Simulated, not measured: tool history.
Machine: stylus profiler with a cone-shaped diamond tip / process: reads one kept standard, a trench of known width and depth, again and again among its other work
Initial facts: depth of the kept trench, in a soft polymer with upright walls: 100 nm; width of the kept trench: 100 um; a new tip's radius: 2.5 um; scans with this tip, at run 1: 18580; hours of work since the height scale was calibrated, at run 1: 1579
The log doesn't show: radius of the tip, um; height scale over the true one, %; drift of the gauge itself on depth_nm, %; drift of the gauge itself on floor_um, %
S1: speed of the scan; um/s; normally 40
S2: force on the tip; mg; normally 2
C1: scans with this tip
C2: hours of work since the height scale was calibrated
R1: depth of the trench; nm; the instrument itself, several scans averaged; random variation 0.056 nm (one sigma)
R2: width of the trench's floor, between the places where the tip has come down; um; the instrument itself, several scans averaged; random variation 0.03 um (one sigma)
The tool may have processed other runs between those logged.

{"run": 1, "day": 0.0, "S1": 40, "S2": 2, "C1": 18580, "C2": 1579, "R1": 100.9, "R2": 97.6}
{"run": 2, "day": 5.162, "S1": 14, "S2": 2, "C1": 19268, "C2": 1638, "R1": 100.95, "R2": 97.7}
{"day": 9.929, "done": "new tip fitted, height scale calibrated"}
{"run": 3, "day": 9.929, "S1": 78, "S2": 2, "C1": 0, "C2": 0, "R1": 100.58, "R2": 98.46}
{"run": 4, "day": 14.888, "S1": 31, "S2": 2, "C1": 661, "C2": 56, "R1": 100.58, "R2": 98.51}
{"run": 5, "day": 18.362, "S1": 31, "S2": 2, "C1": 1124, "C2": 96, "R1": 100.74, "R2": 98.51}
{"run": 6, "day": 22.517, "S1": 31, "S2": 2, "C1": 1678, "C2": 143, "R1": 100.63, "R2": 98.43}
{"run": 7, "day": 26.488, "S1": 23, "S2": 5.23, "C1": 2207, "C2": 188, "R1": 101.24, "R2": 98.43}

Predict the results of run 8:
{"run": 8, "day": 31.158, "S1": 23, "S2": 5.23, "C1": 2830, "C2": 241, "R1": "?", "R2": "?"}

R1: 101.16 nm
R2: 98.45 um
With no hidden state in the tool, this same run would have given R1 101.12 nm, R2 98.62 um.
